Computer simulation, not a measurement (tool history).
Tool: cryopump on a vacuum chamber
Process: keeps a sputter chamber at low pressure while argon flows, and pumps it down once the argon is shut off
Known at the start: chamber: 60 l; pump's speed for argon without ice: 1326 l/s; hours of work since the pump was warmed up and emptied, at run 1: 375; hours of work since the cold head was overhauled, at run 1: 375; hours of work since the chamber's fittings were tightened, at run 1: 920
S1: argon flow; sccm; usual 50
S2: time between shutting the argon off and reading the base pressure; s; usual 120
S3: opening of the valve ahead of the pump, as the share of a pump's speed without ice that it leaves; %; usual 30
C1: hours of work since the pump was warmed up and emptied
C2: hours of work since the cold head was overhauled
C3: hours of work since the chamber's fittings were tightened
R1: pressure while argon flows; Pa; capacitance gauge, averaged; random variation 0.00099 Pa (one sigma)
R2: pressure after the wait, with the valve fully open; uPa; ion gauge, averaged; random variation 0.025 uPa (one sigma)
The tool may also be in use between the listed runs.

run	hour	S1	S2	S3	C1	C2	C3	R1	R2
1	0	50	120	30	375	375	920	0.221	1.57
2	15.5	50	120	30	382	382	927	0.2218	1.57
3	34.8	50	150	30	391	391	936	0.224	1.44
4	63.7	50	120	38	405	405	950	0.1786	1.65
5	78.2	50	120	38	412	412	957	0.1776	1.61
6	99	50	120	38	422	422	967	0.1799	1.68
7	120.4	50	120	38	432	432	977	0.1777	1.71
8	147.1	50	120	38	445	445	990	0.1789	1.65
9	166.6	50	120	38	454	454	999	0.1817	1.68
10	195.9	50	248	38	468	468	1013	0.1802	1.27
11	218.2	50	61	38	478	478	1023	0.182	2.45
12	242.4	50	61	20	490	490	1035	0.3322	2.4
13	257.6	50	27	20	497	497	1042	0.3315	4.3
14	278.8	25	27	20	507	507	1052	0.1661	4.32
15	301.1	25	27	53	518	518	1063	0.0666	4.26
16	325.9	25	27	53	529	529	1074	0.0678	4.34
17	344.5	50	120	30	538	538	1083	0.2254	1.8
18	371.7	50	49	26	551	551	1096	0.2622	2.9
19	393.8	50	38	42	562	562	1107	0.1675	3.41
20	416.7	50	38	42	573	573	1118	0.1673	3.31
21	433.8	96	40	30	581	581	1126	0.4412	3.33
22	452.9	54	70	51	590	590	1135	0.1527	2.31
23	482.9	43	87	30	604	604	1149	0.1964	2.13
24	512.3	41	58	30	618	618	1163	0.1883	2.68
25	531.7	25	57	40	627	627	1172	0.0891	2.66
26	544.2	69	76	30	633	633	1178	0.3178	2.29
27	569.3	69	174	30	645	645	1190	0.3159	1.58
28	583.5	47	262	49	652	652	1197	0.1385	1.49
29	603.6	39	75	15	661	661	1206	0.3463	2.31
30	632.7	50	72	49	675	675	1220	0.1492	2.46
31	649.8	61	57	26	683	683	1228	0.3217	2.72
32	667.5	61	57	26	691	691	1236	0.324	2.79
33	681.8	56	33	30	698	698	1243	0.2602	3.78

4 ways to go on from here, each from the tool as it stands after run 33. What would each give?
A	699.9	48	131	29	707	707	1252	?	?
B	699.9	36	100	52	707	707	1252	?	?
C	699.9	89	92	36	707	707	1252	?	?
D	699.9	36	33	30	707	707	1252	?	?

run	R1	R2
A	0.2299	1.95
B	0.1026	2.11
C	0.3488	2.13
D	0.1673	3.88
Without the tool's hidden state the same runs would have given:
run	R1	R2
A	0.2107	0.97
B	0.0882	1.14
C	0.3136	1.2
D	0.1529	2.95
